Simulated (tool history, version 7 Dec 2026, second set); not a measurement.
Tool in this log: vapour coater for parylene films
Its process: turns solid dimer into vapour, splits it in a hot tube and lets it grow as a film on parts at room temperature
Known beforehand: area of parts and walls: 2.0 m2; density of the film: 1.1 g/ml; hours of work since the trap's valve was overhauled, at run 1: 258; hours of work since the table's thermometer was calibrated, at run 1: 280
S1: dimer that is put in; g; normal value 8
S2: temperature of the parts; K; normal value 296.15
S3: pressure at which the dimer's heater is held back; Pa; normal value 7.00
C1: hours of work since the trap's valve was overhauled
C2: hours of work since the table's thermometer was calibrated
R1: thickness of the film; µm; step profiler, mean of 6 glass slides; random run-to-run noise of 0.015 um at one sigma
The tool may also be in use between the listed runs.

Run 1, day 0.000: usual settings; C1 258; C2 280. Result: R1 1.48 µm.
Run 2, day 0.558: usual settings but S2 293.15 K; C1 269; C2 291. Result: R1 1.57 µm.
Run 3, day 1.158: usual settings but S2 300.15 K; C1 281; C2 303. Result: R1 1.40 µm.
Run 4, day 1.596: usual settings but S2 300.15 K; C1 289; C2 311. Result: R1 1.35 µm.
Run 5, day 2.175: usual settings; C1 300; C2 322. Result: R1 1.48 µm.
Run 6, day 2.629: usual settings; C1 309; C2 331. Result: R1 1.49 µm.
Run 7, day 3.238: usual settings; C1 321; C2 343. Result: R1 1.46 µm.
Run 8, day 3.638: usual settings but S3 2.07 Pa; C1 328; C2 350. Result: R1 1.76 µm.
Run 9, day 4.150: usual settings but S3 2.07 Pa; C1 338; C2 360. Result: R1 1.73 µm.
Run 10, day 4.658: usual settings but S3 2.07 Pa; C1 348; C2 370. Result: R1 1.75 µm.
At day 5.375: trap's valve overhauled.
Run 11, day 5.442: usual settings but S3 2.07 Pa; C1 1; C2 382. Result: R1 1.89 µm.
Run 12, day 5.708: usual settings; C1 6; C2 387. Result: R1 1.58 µm.
Run 13, day 6.158: usual settings but S1 4 g; C1 15; C2 396. Result: R1 0.80 µm.
Run 14, day 6.775: usual settings but S1 4 g; C1 27; C2 408. Result: R1 0.80 µm.
Run 15, day 7.275: usual settings but S3 7.10 Pa; C1 37; C2 417. Result: R1 1.56 µm.
Run 16, day 7.904: usual settings but S1 12 g, S3 7.10 Pa; C1 49; C2 429. Result: R1 2.34 µm.
Run 17, day 8.446: usual settings but S1 12 g, S3 7.10 Pa; C1 59; C2 440. Result: R1 2.36 µm.
Run 18, day 8.808: usual settings but S1 12 g, S3 7.10 Pa; C1 66; C2 447. Result: R1 2.31 µm.
Run 19, day 9.321: usual settings but S1 12 g, S3 7.10 Pa; C1 76; C2 457. Result: R1 2.30 µm.
At day 9.396: table's thermometer calibrated.
Run 20, day 9.938: usual settings but S1 4 g; C1 87; C2 10. Result: R1 0.77 µm.
Run 21, day 10.442: usual settings but S1 4 g; C1 97; C2 20. Result: R1 0.76 µm.
Run 22, day 10.796: usual settings but S1 4 g; C1 104; C2 27. Result: R1 0.77 µm.
Run 23, day 11.229: usual settings but S3 3.03 Pa; C1 112; C2 35. Result: R1 1.74 µm.
Run 24, day 11.871: usual settings but S2 288.15 K; C1 124; C2 48. Result: R1 1.73 µm.
Run 25, day 12.471: usual settings but S2 288.15 K; C1 136; C2 59. Result: R1 1.70 µm.
At day 12.675: table's thermometer calibrated, once more.
Run 26, day 12.867: usual settings but S2 288.15 K; C1 143; C2 4. Result: R1 1.75 µm.
Run 27, day 13.379: usual settings but S1 7 g, S2 288.15 K; C1 153; C2 14. Result: R1 1.52 µm.
Run 28, day 13.896: usual settings but S1 10 g, S3 2.54 Pa; C1 163; C2 24. Result: R1 2.25 µm.
Run 29, day 14.533: usual settings but S1 6 g, S3 5.36 Pa; C1 175; C2 36. Result: R1 1.19 µm.
Run 30, day 14.817: usual settings but S1 12 g, S2 291.15 K, S3 4.47 Pa; C1 180; C2 41. Result: R1 2.63 µm.
Run 31, day 15.425: usual settings but S1 12 g, S2 305.15 K, S3 2.98 Pa; C1 192; C2 53. Result: R1 2.24 µm.
Run 32, day 15.917: usual settings but S1 13 g, S3 8.89 Pa; C1 202; C2 62. Result: R1 2.36 µm.
Run 33, day 16.429: usual settings but S1 13 g, S3 8.89 Pa; C1 212; C2 72. Result: R1 2.37 µm.
Run 34, day 16.938: usual settings but S1 13 g, S2 299.15 K, S3 4.47 Pa; C1 221; C2 82. Result: R1 2.49 µm.
Run 35, day 17.346: usual settings but S1 13 g, S2 299.15 K, S3 4.47 Pa; C1 229; C2 90. Result: R1 2.48 µm.
Run 36, day 17.946: usual settings but S1 10 g, S3 8.59 Pa; C1 241; C2 102. Result: R1 1.81 µm.
Run 37, day 18.471: usual settings but S2 288.15 K, S3 2.29 Pa; C1 251; C2 112. Result: R1 1.98 µm.
Run 38, day 18.775: usual settings but S1 10 g, S2 290.15 K, S3 2.09 Pa; C1 257; C2 118. Result: R1 2.44 µm.
Run 39, day 19.154: usual settings but S1 3 g, S2 288.15 K; C1 264; C2 125. Result: R1 0.65 µm.
Run 40, day 19.504: usual settings but S1 3 g, S2 292.15 K, S3 2.16 Pa; C1 271; C2 132. Result: R1 0.73 µm.
Run 41, day 20.033: usual settings but S1 5 g, S2 301.15 K, S3 5.93 Pa; C1 281; C2 142. Result: R1 0.86 µm.
Run 42, day 20.421: usual settings but S1 5 g, S2 301.15 K, S3 5.93 Pa; C1 288; C2 149. Result: R1 0.89 µm.
Run 43, day 20.992: usual settings but S1 5 g, S2 289.15 K, S3 5.87 Pa; C1 299; C2 160. Result: R1 1.05 µm.
Run 44, day 21.388: usual settings but S2 306.15 K; C1 307; C2 168. Result: R1 1.29 µm.
Run 45, day 21.908: usual settings but S1 4 g, S3 6.13 Pa; C1 317; C2 178. Result: R1 0.76 µm.
Run 46, day 22.542: usual settings but S1 10 g, S2 301.15 K, S3 8.67 Pa; C1 329; C2 190. Result: R1 1.63 µm.

The logged runs with the hidden state left out (each run's random variation unchanged):
The hidden state here: vapour lost through the trap's worn valve, %; true temperature of the parts over the reading, C; drift of the gauge itself on film_um, %.
run    R1
  1  1.58
  2  1.69
  3  1.50
  4  1.46
  5  1.60
  6  1.62
  7  1.58
  8  1.91
  9  1.89
 10  1.92
 11  1.92
 12  1.60
 13  0.81
 14  0.82
 15  1.60
 16  2.40
 17  2.42
 18  2.38
 19  2.38
 20  0.80
 21  0.79
 22  0.80
 23  1.82
 24  1.82
 25  1.79
 26  1.82
 27  1.58
 28  2.35
 29  1.25
 30  2.76
 31  2.36
 32  2.49
 33  2.50
 34  2.64
 35  2.64
 36  1.93
 37  2.12
 38  2.61
 39  0.70
 40  0.78
 41  0.93
 42  0.95
 43  1.14
 44  1.39
 45  0.82
 46  1.78
